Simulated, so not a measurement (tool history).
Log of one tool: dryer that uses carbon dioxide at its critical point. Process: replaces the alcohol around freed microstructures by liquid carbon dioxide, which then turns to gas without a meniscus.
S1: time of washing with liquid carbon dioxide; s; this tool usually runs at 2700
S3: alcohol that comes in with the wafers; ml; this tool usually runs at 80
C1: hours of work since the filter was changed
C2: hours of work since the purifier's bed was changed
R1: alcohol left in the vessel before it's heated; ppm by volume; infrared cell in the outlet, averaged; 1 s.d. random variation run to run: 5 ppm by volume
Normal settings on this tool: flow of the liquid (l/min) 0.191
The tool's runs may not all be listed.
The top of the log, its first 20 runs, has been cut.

run 21 hour=960.1 | S1=4080 flow_of_the_liquid_(l/min)=0.279 S3=55 | C1=478 C2=457 | R1=110
-- hour=981.1 inlet filter changed
run 22 hour=1006.2 | S1=4080 flow_of_the_liquid_(l/min)=0.279 S3=102 | C1=19 C2=491 | R1=110
-- hour=1035.3 purifier's bed changed
run 23 hour=1052.8 | S1=4080 flow_of_the_liquid_(l/min)=0.257 S3=59 | C1=51 C2=13 | R1=7
run 24 hour=1102.2 | S1=1800 flow_of_the_liquid_(l/min)=0.129 S3=53 | C1=88 C2=50 | R1=1570
run 25 hour=1128.8 | S1=1800 flow_of_the_liquid_(l/min)=0.17 S3=49 | C1=107 C2=69 | R1=475
run 26 hour=1186.7 | S1=1800 flow_of_the_liquid_(l/min)=0.123 S3=50 | C1=150 C2=112 | R1=1816
run 27 hour=1234.7 | S1=2340 flow_of_the_liquid_(l/min)=0.298 S3=80 | C1=186 C2=148 | R1=41
run 28 hour=1280.7 | S1=2820 flow_of_the_liquid_(l/min)=0.148 S3=61 | C1=220 C2=182 | R1=165
run 29 hour=1326.7 | S1=2700 flow_of_the_liquid_(l/min)=0.123 S3=80 | C1=254 C2=216 | R1=623
run 30 hour=1358.6 | S1=2700 flow_of_the_liquid_(l/min)=0.123 S3=80 | C1=278 C2=240 | R1=651
run 31 hour=1408 | S1=2700 flow_of_the_liquid_(l/min)=0.123 S3=80 | C1=314 C2=277 | R1=695
run 32 hour=1453.4 | S1=2700 flow_of_the_liquid_(l/min)=0.265 S3=36 | C1=348 C2=310 | R1=78
run 33 hour=1492.9 | S1=2700 flow_of_the_liquid_(l/min)=0.265 S3=36 | C1=377 C2=340 | R1=80
run 34 hour=1520.4 | S1=2700 flow_of_the_liquid_(l/min)=0.265 S3=36 | C1=398 C2=360 | R1=87

Run 35 is up next; what results do you expect?
run 35 hour=1550.8 | S1=2700 flow_of_the_liquid_(l/min)=0.265 S3=36 | C1=420 C2=383 | R1=?

R1: 91 ppm by volume
On a tool with no hidden condition, and with the same random variation, this run would have come out at R1 9 ppm by volume.

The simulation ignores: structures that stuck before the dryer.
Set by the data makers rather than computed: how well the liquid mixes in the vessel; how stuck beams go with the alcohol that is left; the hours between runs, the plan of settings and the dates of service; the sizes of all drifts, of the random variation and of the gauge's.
